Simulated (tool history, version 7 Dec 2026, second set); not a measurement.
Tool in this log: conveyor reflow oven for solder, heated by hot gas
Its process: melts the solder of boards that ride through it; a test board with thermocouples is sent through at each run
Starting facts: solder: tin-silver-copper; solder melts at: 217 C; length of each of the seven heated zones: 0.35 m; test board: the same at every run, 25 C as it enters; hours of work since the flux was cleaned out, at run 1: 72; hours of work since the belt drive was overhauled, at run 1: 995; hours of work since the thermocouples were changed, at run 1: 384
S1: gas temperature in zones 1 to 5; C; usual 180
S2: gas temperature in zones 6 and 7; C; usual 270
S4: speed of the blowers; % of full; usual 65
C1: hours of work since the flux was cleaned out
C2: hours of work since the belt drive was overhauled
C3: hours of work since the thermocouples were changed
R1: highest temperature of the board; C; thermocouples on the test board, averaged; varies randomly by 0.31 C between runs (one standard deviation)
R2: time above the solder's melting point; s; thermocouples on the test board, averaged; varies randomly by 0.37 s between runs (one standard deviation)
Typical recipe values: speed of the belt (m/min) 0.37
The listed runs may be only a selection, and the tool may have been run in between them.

Run 1, hour 0: usual settings; C1 72; C2 995; C3 384. Result: R1 255.2 C, R2 94.8 s.
Run 2, hour 38.8: usual settings; C1 98; C2 1021; C3 411. Result: R1 255.5 C, R2 94.3 s.
Run 3, hour 102.8: usual settings; C1 141; C2 1064; C3 454. Result: R1 255.2 C, R2 94 s.
Run 4, hour 133.6: usual settings; C1 162; C2 1085; C3 475. Result: R1 255 C, R2 93.3 s.
At hour 163.5: flux residue cleaned out of gas plates and filters.
Run 5, hour 185.4: usual settings; C1 15; C2 1117; C3 506. Result: R1 255.3 C, R2 94.8 s.
Run 6, hour 245.8: usual settings; C1 55; C2 1158; C3 547. Result: R1 255.2 C, R2 94.7 s.
Run 7, hour 293.5: usual settings; C1 88; C2 1190; C3 579. Result: R1 254.8 C, R2 94.1 s.
Run 8, hour 343.6: usual settings; C1 121; C2 1223; C3 613. Result: R1 254.5 C, R2 94.2 s.
Run 9, hour 403: usual settings; C1 161; C2 1264; C3 653. Result: R1 254.8 C, R2 93.4 s.
At hour 435.7: flux residue cleaned out of gas plates and filters.
Run 10, hour 438.6: usual settings; C1 2; C2 1284; C3 674. Result: R1 254.8 C, R2 94.7 s.
At hour 448: belt drive overhauled, speed set with a stopwatch.
Run 11, hour 488.7: usual settings; C1 33; C2 27; C3 705. Result: R1 255.6 C, R2 97.5 s.
Run 12, hour 540.6: usual settings; C1 68; C2 62; C3 740. Result: R1 254.9 C, R2 97.7 s.
Run 13, hour 600.8: usual settings; C1 109; C2 103; C3 780. Result: R1 255.5 C, R2 96.7 s.
At hour 616: belt drive overhauled, speed set with a stopwatch, once more.
Run 14, hour 664.9: usual settings but speed of the belt (m/min) 0.358; C1 149; C2 33; C3 821. Result: R1 254.7 C, R2 94.4 s.
At hour 715: flux residue cleaned out of gas plates and filters.
Run 15, hour 733.6: usual settings but speed of the belt (m/min) 0.358; C1 13; C2 76; C3 864. Result: R1 254.5 C, R2 94.5 s.
Run 16, hour 776.3: usual settings but speed of the belt (m/min) 0.358; C1 41; C2 105; C3 893. Result: R1 254.7 C, R2 94.5 s.
Run 17, hour 831.8: usual settings but S1 171 C, S2 259 C, speed of the belt (m/min) 0.314, S4 67 % of full; C1 79; C2 142; C3 930. Result: R1 246.4 C, R2 95 s.
Run 18, hour 868.5: usual settings but speed of the belt (m/min) 0.397, S4 79 % of full; C1 104; C2 167; C3 955. Result: R1 253.9 C, R2 84.7 s.
Run 19, hour 921.2: usual settings but S2 278 C, speed of the belt (m/min) 0.397, S4 66 % of full; C1 139; C2 202; C3 990. Result: R1 258 C, R2 87.4 s.
At hour 986.7: flux residue cleaned out of gas plates and filters.
Run 20, hour 989.4: usual settings but S2 278 C, speed of the belt (m/min) 0.397, S4 66 % of full; C1 2; C2 245; C3 1033. Result: R1 259.4 C, R2 88.5 s.
Run 21, hour 1016: usual settings but S1 177 C, S4 58 % of full; C1 20; C2 263; C3 1051. Result: R1 251.7 C, R2 86.7 s.
At hour 1020.7: thermocouples of zones 6 and 7 changed.
Run 22, hour 1046.3: usual settings but S1 177 C, S4 58 % of full; C1 39; C2 282; C3 17. Result: R1 253.3 C, R2 88.6 s.
Run 23, hour 1106.7: usual settings but S1 177 C, S4 58 % of full; C1 80; C2 323; C3 58. Result: R1 253.5 C, R2 88.7 s.
Run 24, hour 1145.6: usual settings but S1 189 C, speed of the belt (m/min) 0.329, S4 55 % of full; C1 106; C2 349; C3 84. Result: R1 258.1 C, R2 113.3 s.
Run 25, hour 1193.2: usual settings but S1 174 C, S2 267 C; C1 138; C2 381; C3 116. Result: R1 251.5 C, R2 84.7 s.
At hour 1258.9: flux residue cleaned out of gas plates and filters.
Run 26, hour 1263: usual settings but S1 177 C, S2 280 C, S4 78 % of full; C1 3; C2 425; C3 160. Result: R1 267.2 C, R2 100.4 s.
Run 27, hour 1322.6: usual settings but speed of the belt (m/min) 0.407; C1 43; C2 465; C3 200. Result: R1 252.5 C, R2 81 s.
Run 28, hour 1380.8: usual settings but speed of the belt (m/min) 0.407; C1 82; C2 504; C3 239. Result: R1 252.7 C, R2 81.5 s.
Run 29, hour 1414.9: usual settings but speed of the belt (m/min) 0.407; C1 105; C2 527; C3 262. Result: R1 252.8 C, R2 80.1 s.
Run 30, hour 1446.7: usual settings but S1 184 C, S2 259 C; C1 127; C2 549; C3 284. Result: R1 246.1 C, R2 86.1 s.
Run 31, hour 1502.5: usual settings but S1 184 C, S2 259 C; C1 164; C2 586; C3 322. Result: R1 245.2 C, R2 85.9 s.

Pick out some run-to-run changes in R1. Of each, how much would a tool without hidden state show as well, from the settings, what came in and chance, and how much is left for the hidden state and any gauge scatter not in both results compared?
Unlogged tool condition in this case: heat that the gas passes to the board, % of a clean oven's; belt's true speed, % of the reading; true gas temperature in zones 6 and 7 over the reading, C; drift of the gauge itself on peak_c, C; drift of the gauge itself on liquid_s, %.
Run 13 -> 14: speed of the belt (m/min) 0.37 -> 0.358, belt drive overhauled, speed set with a stopwatch, once more. R1 -0.8 C: hidden state -1.6, all else +0.8.
Run 16 -> 17: S1 180 -> 171, S2 270 -> 259, speed of the belt (m/min) 0.358 -> 0.314, S4 65 -> 67. R1 -8.3 C: hidden state -0.3, all else -8.
Run 19 -> 20: flux residue cleaned out of gas plates and filters. R1 +1.4 C: hidden state +0.9, all else +0.5.
Run 21 -> 22: thermocouples of zones 6 and 7 changed. R1 +1.6 C: hidden state +1.8, all else -0.2.
Run 25 -> 26: S1 174 -> 177, S2 267 -> 280, S4 65 -> 78, flux residue cleaned out of gas plates and filters. R1 +15.7 C: hidden state +0.5, all else +15.2.
Run 26 -> 27: S1 177 -> 180, S2 280 -> 270, speed of the belt (m/min) 0.37 -> 0.407, S4 78 -> 65. R1 -14.7 C: hidden state -0.2, all else -14.5.
